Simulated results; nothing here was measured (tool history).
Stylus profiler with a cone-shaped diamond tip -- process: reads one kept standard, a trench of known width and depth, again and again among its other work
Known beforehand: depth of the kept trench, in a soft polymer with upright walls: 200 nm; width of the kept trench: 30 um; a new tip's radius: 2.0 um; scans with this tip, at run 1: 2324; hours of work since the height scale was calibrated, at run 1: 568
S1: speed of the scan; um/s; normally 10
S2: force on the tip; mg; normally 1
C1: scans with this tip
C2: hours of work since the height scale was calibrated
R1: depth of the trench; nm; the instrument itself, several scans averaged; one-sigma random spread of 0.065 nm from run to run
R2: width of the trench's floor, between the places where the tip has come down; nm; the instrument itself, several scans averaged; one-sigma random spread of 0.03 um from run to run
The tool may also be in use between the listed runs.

run 1 hour=0 | S1=10 S2=1 | C1=2324 C2=568 | R1=200.76 R2=28150
run 2 hour=51.7 | S1=10 S2=1 | C1=2421 C2=592 | R1=200.77 R2=28150
run 3 hour=92.5 | S1=10 S2=1 | C1=2498 C2=610 | R1=200.62 R2=28180
run 4 hour=125.9 | S1=10 S2=0.51 | C1=2561 C2=626 | R1=200.48 R2=28120
run 5 hour=176.2 | S1=10 S2=2.08 | C1=2656 C2=649 | R1=201.23 R2=28140
run 6 hour=209 | S1=10 S2=0.86 | C1=2718 C2=664 | R1=200.74 R2=28210
run 7 hour=234 | S1=10 S2=1.22 | C1=2765 C2=676 | R1=200.79 R2=28180
run 8 hour=282.1 | S1=10 S2=1.22 | C1=2856 C2=698 | R1=200.81 R2=28200
run 9 hour=323.9 | S1=4 S2=1.43 | C1=2935 C2=717 | R1=201.03 R2=28200
run 10 hour=349.4 | S1=4 S2=0.52 | C1=2983 C2=729 | R1=200.5 R2=28230
run 11 hour=394.6 | S1=4 S2=0.52 | C1=3068 C2=750 | R1=200.48 R2=28220
run 12 hour=423.3 | S1=4 S2=0.52 | C1=3122 C2=763 | R1=200.39 R2=28180
run 13 hour=478.3 | S1=34 S2=1.4 | C1=3226 C2=788 | R1=200.98 R2=28020
run 14 hour=527.8 | S1=21 S2=0.51 | C1=3319 C2=811 | R1=200.55 R2=28000
run 15 hour=561.1 | S1=29 S2=1.86 | C1=3382 C2=826 | R1=201.11 R2=28110
run 16 hour=601.6 | S1=10 S2=0.33 | C1=3458 C2=845 | R1=200.41 R2=28120

Consider 3 possible next runs. They are alternatives, not a sequence: every one starts from the tool as it was left by run 16. What does each give?
run A hour=644.2 | S1=11 S2=1.04 | C1=3539 C2=865 | R1=? R2=?
run B hour=644.2 | S1=8 S2=2.85 | C1=3539 C2=865 | R1=? R2=?
run C hour=644.2 | S1=5 S2=1.6 | C1=3539 C2=865 | R1=? R2=?

run=A R1=200.84 R2=28150
run=B R1=201.46 R2=28240
run=C R1=201.04 R2=28180
With the hidden condition removed and each run's random variation left untouched, the same runs would have given:
run=A R1=200.82 R2=28160
run=B R1=201.45 R2=28240
run=C R1=201.03 R2=28190
